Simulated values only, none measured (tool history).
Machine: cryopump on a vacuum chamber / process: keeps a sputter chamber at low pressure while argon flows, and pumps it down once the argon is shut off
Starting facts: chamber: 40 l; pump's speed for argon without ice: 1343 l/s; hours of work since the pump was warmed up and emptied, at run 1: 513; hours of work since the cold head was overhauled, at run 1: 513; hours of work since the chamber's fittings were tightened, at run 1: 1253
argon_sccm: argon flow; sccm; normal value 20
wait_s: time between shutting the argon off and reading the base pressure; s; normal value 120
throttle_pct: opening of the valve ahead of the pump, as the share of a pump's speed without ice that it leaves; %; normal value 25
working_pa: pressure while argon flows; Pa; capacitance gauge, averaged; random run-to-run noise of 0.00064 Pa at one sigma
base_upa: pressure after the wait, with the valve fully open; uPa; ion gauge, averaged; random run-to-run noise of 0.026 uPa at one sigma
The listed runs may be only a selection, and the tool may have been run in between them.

run   hour  argon_sccm  wait_s  throttle_pct  hours of work since the pump was warmed up and emptied  hours of work since the cold head was overhauled  hours of work since the chamber's fittings were tightened  working_pa  base_upa
  1      0          20     120            25                                                     513                                               513                                                       1253      0.1057      2.43
  2   22.8          20     120            57                                                     531                                               531                                                       1270      0.0494      2.46
  3   62.3          14     120            25                                                     561                                               561                                                       1300      0.0744      2.42
  4   93.6          14      78            25                                                     585                                               585                                                       1324      0.0762      2.96
  5  119.3          20     120            25                                                     605                                               605                                                       1344      0.1066      2.56
  6  155.9          20     120            20                                                     633                                               633                                                       1372      0.1321      2.59
  7  187.9          20     120            20                                                     657                                               657                                                       1397      0.1323       2.6
  8  209.7          20     120            20                                                     674                                               674                                                       1413      0.1337      2.69
  9  228.6          20     120            20                                                     689                                               689                                                       1428       0.133      2.76
 10  268.1          20      25            20                                                     719                                               719                                                       1458      0.1335      6.17

Run 11, settings as shown, results not yet in. Your forecast:
 11  285.1          20      25            20                                                     732                                               732                                                       1471           ?         ?

working_pa: 0.1346 Pa
base_upa: 5.99 uPa
On a tool with no hidden condition, and with the same random variation, this run would have come out at working_pa 0.1265 Pa, base_upa 4.32 uPa.

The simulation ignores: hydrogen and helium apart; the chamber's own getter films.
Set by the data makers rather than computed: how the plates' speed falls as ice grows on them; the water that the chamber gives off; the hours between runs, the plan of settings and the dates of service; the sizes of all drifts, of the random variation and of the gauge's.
